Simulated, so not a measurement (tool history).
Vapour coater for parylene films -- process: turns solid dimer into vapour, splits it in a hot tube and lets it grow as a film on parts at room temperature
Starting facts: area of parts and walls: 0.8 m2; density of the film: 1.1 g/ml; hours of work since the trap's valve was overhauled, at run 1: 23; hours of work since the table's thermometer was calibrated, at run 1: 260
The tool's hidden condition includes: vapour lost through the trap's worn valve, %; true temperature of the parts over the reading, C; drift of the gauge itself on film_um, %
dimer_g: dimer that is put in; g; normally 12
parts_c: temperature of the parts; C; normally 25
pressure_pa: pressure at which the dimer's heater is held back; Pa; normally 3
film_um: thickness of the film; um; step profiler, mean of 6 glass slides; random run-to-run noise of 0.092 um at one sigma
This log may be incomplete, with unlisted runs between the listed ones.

run   hour  dimer_g  parts_c  pressure_pa  hours of work since the trap's valve was overhauled  hours of work since the table's thermometer was calibrated  film_um
  1      0       12       25            3                                                   23                                                         260    11.25
  2   27.2       12       25            3                                                   46                                                         282    11.12
  3   77.6       12       25            3                                                   88                                                         325    11.26
  4  114.3       12       25            3                                                  119                                                         355    11.18
  5  157.9       12       25            3                                                  155                                                         392    11.09
  6  207.3       12       25            3                                                  197                                                         433    11.09
  7  230.8       12       25            3                                                  216                                                         453    11.19
  8  260.7       12       25            3                                                  241                                                         478     11.2
     269.7  -- trap's valve overhauled
  9  296.5       12       25            3                                                   22                                                         504    10.92
 10  320.1       12       25            3                                                   42                                                         524    11.14
 11  368.2       12       25         2.35                                                   82                                                         564    11.33
 12  389.3       10       23            3                                                  100                                                         582     10.1
 13  416.9       10       23            3                                                  123                                                         605    10.07
 14  458.4       10       23            3                                                  158                                                         640    10.09
 15  494.8        8       19         2.39                                                  188                                                         670     8.86
 16  531.4        8       19         2.39                                                  219                                                         701     8.91
 17  559.3        8       19         2.39                                                  242                                                         724     8.88
     567.7  -- trap's valve overhauled
 18  607.1        7       25         6.66                                                   33                                                         761     6.15
 19  638.2       12       25         2.08                                                   59                                                         787    11.36
 20    686        7       21         2.44                                                   99                                                         827     7.63

5 options for the next run, each taken on its own from the tool as it stands now. Forecast them:
  A  713.4        7       34          7.6                                                  122                                                         849        ?
  B  713.4       12       25         5.27                                                  122                                                         849        ?
  C  713.4        7       21          2.9                                                  122                                                         849        ?
  D  713.4       16       21         4.75                                                  122                                                         849        ?
  E  713.4       13       33         2.44                                                  122                                                         849        ?

run  film_um
  A      4.3
  B    10.78
  C     7.57
  D    16.72
  E     9.17
Without the tool's hidden state the same runs would have given:
run  film_um
  A     4.31
  B    10.81
  C     7.58
  D    16.76
  E     9.19

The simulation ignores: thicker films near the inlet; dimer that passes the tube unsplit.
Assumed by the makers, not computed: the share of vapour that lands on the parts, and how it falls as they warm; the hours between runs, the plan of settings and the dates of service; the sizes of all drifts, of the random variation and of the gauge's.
